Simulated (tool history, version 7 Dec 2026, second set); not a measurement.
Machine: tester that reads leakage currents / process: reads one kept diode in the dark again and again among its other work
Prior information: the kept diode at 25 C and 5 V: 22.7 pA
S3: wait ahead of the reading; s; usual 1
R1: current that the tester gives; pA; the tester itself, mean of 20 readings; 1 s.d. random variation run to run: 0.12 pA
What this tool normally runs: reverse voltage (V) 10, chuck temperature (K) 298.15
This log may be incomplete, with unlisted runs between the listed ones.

{"run": 1, "hour": 0.0, "reverse voltage (V)": 10, "chuck temperature (K)": 298.15, "S3": 1, "R1": 53.97}
{"run": 2, "hour": 69.5, "reverse voltage (V)": 10, "chuck temperature (K)": 298.15, "S3": 1, "R1": 55.03}
{"run": 3, "hour": 114.9, "reverse voltage (V)": 10, "chuck temperature (K)": 298.15, "S3": 1, "R1": 55.65}
{"run": 4, "hour": 203.1, "reverse voltage (V)": 10, "chuck temperature (K)": 319.15, "S3": 1, "R1": 219.25}
{"run": 5, "hour": 293.5, "reverse voltage (V)": 10, "chuck temperature (K)": 319.15, "S3": 1, "R1": 224.2}
{"run": 6, "hour": 364.9, "reverse voltage (V)": 10, "chuck temperature (K)": 319.15, "S3": 3.79, "R1": 227.01}
{"run": 7, "hour": 446.5, "reverse voltage (V)": 10, "chuck temperature (K)": 319.15, "S3": 3.79, "R1": 230.81}
{"run": 8, "hour": 504.7, "reverse voltage (V)": 10, "chuck temperature (K)": 319.15, "S3": 3.79, "R1": 233.14}
{"run": 9, "hour": 549.5, "reverse voltage (V)": 10, "chuck temperature (K)": 298.15, "S3": 6.09, "R1": 62.59}
{"run": 10, "hour": 630.5, "reverse voltage (V)": 10, "chuck temperature (K)": 298.15, "S3": 6.09, "R1": 64.15}
{"hour": 654.2, "done": "chuck's temperature calibrated"}
{"run": 11, "hour": 672.8, "reverse voltage (V)": 10, "chuck temperature (K)": 298.15, "S3": 6.09, "R1": 57.25}
{"hour": 694.9, "done": "probe card cleaned and baked"}
{"run": 12, "hour": 747.6, "reverse voltage (V)": 10, "chuck temperature (K)": 298.15, "S3": 6.09, "R1": 34.47}
{"run": 13, "hour": 812.6, "reverse voltage (V)": 10, "chuck temperature (K)": 298.15, "S3": 1, "R1": 36.51}
{"run": 14, "hour": 851.6, "reverse voltage (V)": 10, "chuck temperature (K)": 298.15, "S3": 1, "R1": 37.45}
{"run": 15, "hour": 896.8, "reverse voltage (V)": 10, "chuck temperature (K)": 325.15, "S3": 1, "R1": 295.67}
{"run": 16, "hour": 947.4, "reverse voltage (V)": 10, "chuck temperature (K)": 298.15, "S3": 5.36, "R1": 37.71}
{"run": 17, "hour": 1009.9, "reverse voltage (V)": 10, "chuck temperature (K)": 298.15, "S3": 5.36, "R1": 38.86}
{"run": 18, "hour": 1097.4, "reverse voltage (V)": 10, "chuck temperature (K)": 298.15, "S3": 5.36, "R1": 40.48}
{"run": 19, "hour": 1185.6, "reverse voltage (V)": 16.4, "chuck temperature (K)": 327.15, "S3": 2.11, "R1": 477.34}
{"hour": 1193.1, "done": "tester calibrated"}
{"run": 20, "hour": 1264.8, "reverse voltage (V)": 19.4, "chuck temperature (K)": 293.15, "S3": 0.53, "R1": 51.89}
{"run": 21, "hour": 1343.6, "reverse voltage (V)": 1.1, "chuck temperature (K)": 306.15, "S3": 1, "R1": 22.25}
{"run": 22, "hour": 1427.6, "reverse voltage (V)": 1.1, "chuck temperature (K)": 308.15, "S3": 1, "R1": 26.2}
{"hour": 1494.0, "done": "tester calibrated, once more"}
{"run": 23, "hour": 1494.6, "reverse voltage (V)": 1.1, "chuck temperature (K)": 308.15, "S3": 1, "R1": 26.99}
{"run": 24, "hour": 1577.5, "reverse voltage (V)": 1.9, "chuck temperature (K)": 298.15, "S3": 0.35, "R1": 18.36}
{"hour": 1605.9, "done": "chuck's temperature calibrated"}
{"run": 25, "hour": 1630.1, "reverse voltage (V)": 1.9, "chuck temperature (K)": 298.15, "S3": 0.35, "R1": 16.07}
{"run": 26, "hour": 1669.3, "reverse voltage (V)": 10, "chuck temperature (K)": 303.15, "S3": 3.91, "R1": 63.06}
{"run": 27, "hour": 1750.3, "reverse voltage (V)": 10, "chuck temperature (K)": 298.15, "S3": 1.23, "R1": 46.86}
{"run": 28, "hour": 1791.6, "reverse voltage (V)": 10, "chuck temperature (K)": 298.15, "S3": 1.23, "R1": 47.5}
{"run": 29, "hour": 1839.8, "reverse voltage (V)": 10, "chuck temperature (K)": 298.15, "S3": 1.23, "R1": 48.66}
{"run": 30, "hour": 1906.9, "reverse voltage (V)": 2.2, "chuck temperature (K)": 307.15, "S3": 0.4, "R1": 36.12}
{"run": 31, "hour": 1944.1, "reverse voltage (V)": 2.2, "chuck temperature (K)": 307.15, "S3": 9.4, "R1": 35.64}
{"run": 32, "hour": 1990.4, "reverse voltage (V)": 10, "chuck temperature (K)": 297.15, "S3": 0.33, "R1": 51.47}
{"run": 33, "hour": 2041.3, "reverse voltage (V)": 10, "chuck temperature (K)": 297.15, "S3": 0.33, "R1": 52.46}

Each row is a separate what-if for the run after 33, all from the same tool condition, not one after another. Results?
{"run": "A", "hour": 2124.8, "reverse voltage (V)": 10.7, "chuck temperature (K)": 297.15, "S3": 2.42, "R1": "?"}
{"run": "B", "hour": 2124.8, "reverse voltage (V)": 3.2, "chuck temperature (K)": 309.15, "S3": 1.97, "R1": "?"}
{"run": "C", "hour": 2124.8, "reverse voltage (V)": 1.1, "chuck temperature (K)": 293.15, "S3": 8.73, "R1": "?"}
{"run": "D", "hour": 2124.8, "reverse voltage (V)": 10, "chuck temperature (K)": 298.15, "S3": 5.94, "R1": "?"}

run=A R1=52.28
run=B R1=54.28
run=C R1=8.71
run=D R1=53.2
The same runs, with their run-to-run variation unchanged, on a tool lacking any hidden condition would have given:
run=A R1=32.68
run=B R1=44.39
run=C R1=6.29
run=D R1=34.25
